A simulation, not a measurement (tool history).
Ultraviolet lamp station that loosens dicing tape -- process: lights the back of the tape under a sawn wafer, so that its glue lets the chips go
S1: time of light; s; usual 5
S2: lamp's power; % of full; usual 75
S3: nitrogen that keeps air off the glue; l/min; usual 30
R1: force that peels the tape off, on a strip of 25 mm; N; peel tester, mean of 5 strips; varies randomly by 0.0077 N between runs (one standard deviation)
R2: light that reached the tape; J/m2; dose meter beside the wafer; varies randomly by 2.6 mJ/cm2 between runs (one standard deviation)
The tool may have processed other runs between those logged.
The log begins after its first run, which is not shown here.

Run 2, hour 22: usual settings. Result: R1 0.291 N, R2 3420 J/m2.
Run 3, hour 43.7: usual settings. Result: R1 0.301 N, R2 3420 J/m2.
Run 4, hour 69.3: usual settings. Result: R1 0.296 N, R2 3400 J/m2.
Run 5, hour 105.4: usual settings but S2 81 % of full. Result: R1 0.233 N, R2 3710 J/m2.
Run 6, hour 139: usual settings but S2 81 % of full. Result: R1 0.234 N, R2 3660 J/m2.
Run 7, hour 162.5: usual settings but S3 11 l/min. Result: R1 0.572 N, R2 3400 J/m2.
Run 8, hour 181.2: usual settings but S3 11 l/min. Result: R1 0.564 N, R2 3380 J/m2.
Run 9, hour 201.6: usual settings but S3 11 l/min. Result: R1 0.578 N, R2 3370 J/m2.
Run 10, hour 234: usual settings but S3 21 l/min. Result: R1 0.366 N, R2 3400 J/m2.
At hour 257.2: window cleaned of glue's vapour.
Run 11, hour 274.3: usual settings but S3 21 l/min. Result: R1 0.37 N, R2 3360 J/m2.
Run 12, hour 310.2: usual settings but S3 21 l/min. Result: R1 0.35 N, R2 3380 J/m2.
Run 13, hour 331.6: usual settings but S3 46 l/min. Result: R1 0.234 N, R2 3400 J/m2.
Run 14, hour 364.7: usual settings. Result: R1 0.286 N, R2 3390 J/m2.
Run 15, hour 383.5: usual settings. Result: R1 0.303 N, R2 3420 J/m2.
Run 16, hour 414.8: usual settings. Result: R1 0.289 N, R2 3440 J/m2.
Run 17, hour 453.6: usual settings but S1 4 s. Result: R1 0.546 N, R2 2690 J/m2.
Run 18, hour 486: usual settings but S1 8 s. Result: R1 0.108 N, R2 5490 J/m2.
Run 19, hour 514.3: usual settings. Result: R1 0.293 N, R2 3390 J/m2.
Run 20, hour 533.6: usual settings but S2 84 % of full. Result: R1 0.212 N, R2 3810 J/m2.
Run 21, hour 555: usual settings but S2 84 % of full. Result: R1 0.233 N, R2 3810 J/m2.

What does the tool deliver on the next run?
Run 22, hour 575.8: usual settings but S1 2 s, S2 69 % of full. Result: R1 ?, R2 ?.

R1: 2.639 N
R2: 1260 J/m2
The same run, on a tool lacking any hidden state, would have yielded R1 2.628 N, R2 1270 J/m2.
